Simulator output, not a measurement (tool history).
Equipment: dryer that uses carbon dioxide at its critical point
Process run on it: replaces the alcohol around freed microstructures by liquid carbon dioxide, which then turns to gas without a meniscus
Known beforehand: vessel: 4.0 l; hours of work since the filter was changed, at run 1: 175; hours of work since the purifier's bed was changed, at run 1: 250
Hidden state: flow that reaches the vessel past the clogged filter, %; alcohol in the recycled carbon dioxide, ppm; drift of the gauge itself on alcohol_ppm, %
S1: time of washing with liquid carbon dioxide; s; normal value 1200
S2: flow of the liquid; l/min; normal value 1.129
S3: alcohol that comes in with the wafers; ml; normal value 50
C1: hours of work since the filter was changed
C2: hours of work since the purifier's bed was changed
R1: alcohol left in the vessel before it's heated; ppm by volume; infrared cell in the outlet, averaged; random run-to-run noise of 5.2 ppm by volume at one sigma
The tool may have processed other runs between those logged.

run 1 hour=0.0 | S1=1200 S2=1.129 S3=50 | C1=175 C2=250 | R1=142
run 2 hour=9.5 | S1=1200 S2=1.129 S3=50 | C1=182 C2=256 | R1=135
run 3 hour=21.0 | S1=1200 S2=1.129 S3=50 | C1=190 C2=265 | R1=140
run 4 hour=35.8 | S1=1200 S2=1.129 S3=50 | C1=201 C2=275 | R1=150
run 5 hour=47.2 | S1=1200 S2=1.129 S3=50 | C1=209 C2=283 | R1=151
run 6 hour=57.8 | S1=1200 S2=1.129 S3=50 | C1=216 C2=291 | R1=151
run 7 hour=68.2 | S1=1200 S2=1.129 S3=50 | C1=224 C2=298 | R1=149
run 8 hour=78.5 | S1=1200 S2=1.129 S3=50 | C1=231 C2=306 | R1=152
run 9 hour=91.1 | S1=1200 S2=1.129 S3=50 | C1=240 C2=315 | R1=159
run 10 hour=102.0 | S1=1200 S2=1.129 S3=50 | C1=248 C2=323 | R1=147
run 11 hour=114.4 | S1=1200 S2=1.129 S3=50 | C1=257 C2=331 | R1=151
run 12 hour=130.2 | S1=1200 S2=1.129 S3=50 | C1=268 C2=343 | R1=167
run 13 hour=139.3 | S1=1200 S2=1.129 S3=50 | C1=275 C2=349 | R1=168
run 14 hour=157.3 | S1=1200 S2=1.129 S3=50 | C1=287 C2=362 | R1=162
run 15 hour=174.5 | S1=1200 S2=1.129 S3=50 | C1=300 C2=374 | R1=163
run 16 hour=193.1 | S1=1200 S2=1.129 S3=50 | C1=313 C2=388 | R1=169
run 17 hour=212.4 | S1=1200 S2=1.129 S3=50 | C1=327 C2=401 | R1=169
run 18 hour=230.5 | S1=1200 S2=1.129 S3=50 | C1=340 C2=414 | R1=165
run 19 hour=247.6 | S1=1200 S2=1.129 S3=26 | C1=352 C2=427 | R1=103
run 20 hour=261.1 | S1=1200 S2=1.129 S3=26 | C1=362 C2=436 | R1=109
run 21 hour=274.1 | S1=1200 S2=1.129 S3=26 | C1=371 C2=446 | R1=121
run 22 hour=287.6 | S1=900 S2=1.330 S3=33 | C1=381 C2=455 | R1=189
run 23 hour=296.9 | S1=900 S2=1.330 S3=33 | C1=387 C2=462 | R1=193
run 24 hour=312.6 | S1=1680 S2=1.129 S3=21 | C1=399 C2=473 | R1=62
run 25 hour=323.0 | S1=900 S2=1.170 S3=22 | C1=406 C2=481 | R1=221
run 26 hour=340.5 | S1=1500 S2=1.129 S3=50 | C1=418 C2=493 | R1=95
run 27 hour=357.8 | S1=1500 S2=1.129 S3=50 | C1=431 C2=505 | R1=87
run 28 hour=374.0 | S1=780 S2=0.790 S3=68 | C1=442 C2=517 | R1=2410
run 29 hour=388.9 | S1=1020 S2=1.740 S3=35 | C1=453 C2=528 | R1=80
-- hour=394.9 inlet filter changed
run 30 hour=408.1 | S1=1020 S2=0.870 S3=35 | C1=9 C2=541 | R1=429
run 31 hour=423.6 | S1=1920 S2=1.129 S3=50 | C1=21 C2=552 | R1=49
run 32 hour=441.7 | S1=900 S2=0.680 S3=68 | C1=33 C2=565 | R1=2041
run 33 hour=453.3 | S1=1080 S2=1.129 S3=50 | C1=42 C2=573 | R1=209
run 34 hour=469.4 | S1=1440 S2=1.460 S3=25 | C1=53 C2=585 | R1=52
run 35 hour=484.2 | S1=1200 S2=1.670 S3=86 | C1=64 C2=595 | R1=72

Entry by entry between the runs, the difference in hidden state between the last listed run before and the first listed run after:
From run 29 to run 30: inlet filter changed (hour 394.9)
  flow that reaches the vessel past the clogged filter, %: 90.1 -> 99.5; alcohol in the recycled carbon dioxide, ppm: 49.2 -> 50.3
  measured minus no-state result, R1: +57 -> +50 ppm by volume
